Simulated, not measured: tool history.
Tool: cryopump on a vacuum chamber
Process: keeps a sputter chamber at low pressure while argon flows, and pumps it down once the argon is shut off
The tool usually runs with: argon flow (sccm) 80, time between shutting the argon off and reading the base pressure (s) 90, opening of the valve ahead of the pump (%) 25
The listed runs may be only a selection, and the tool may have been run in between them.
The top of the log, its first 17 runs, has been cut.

run	hour	argon flow (sccm)	time between shutting the argon off and reading the base pressure (s)	opening of the valve ahead of the pump (%)	pressure while argon flows (Pa)	pressure after the wait (uPa)
18	547.5	47	22	17	0.2854	1.73
19	571.2	47	298	16	0.3047	0.65
20	616.6	51	78	51	0.1155	0.92
21	651.7	51	78	51	0.1173	0.90
22	670.0	51	78	51	0.1178	0.93
23	690.6	37	78	52	0.0840	0.94
24	709.8	37	78	52	0.0851	0.96
25	753.4	37	78	52	0.0850	0.98
26	791.1	37	43	35	0.1212	1.25
27	815.3	51	53	48	0.1284	1.16
28	842.0	80	58	46	0.2096	1.14
29	884.7	80	58	46	0.2095	1.12
# hour 916.1: pump warmed up, emptied and cooled again
30	920.5	45	66	18	0.2457	0.84
31	964.4	56	152	28	0.1982	0.63
32	1003.3	80	29	16	0.4974	1.35
33	1041.9	90	29	44	0.2062	1.37

Alternative continuations, all from the tool just after run 33; predict every row:
A	1075.6	35	28	39	?	?
B	1075.6	80	90	41	?	?
C	1075.6	57	27	44	?	?
D	1075.6	46	22	18	?	?
E	1075.6	151	38	22	?	?

run	pressure while argon flows (Pa)	pressure after the wait (uPa)
A	0.0904	1.42
B	0.1968	0.79
C	0.1312	1.42
D	0.2531	1.59
E	0.6871	1.14
Take away the tool's hidden state, keep each run's random variation, and the runs would have read:
run	pressure while argon flows (Pa)	pressure after the wait (uPa)
A	0.0882	1.09
B	0.1918	0.46
C	0.1276	1.09
D	0.2502	1.26
E	0.6775	0.81
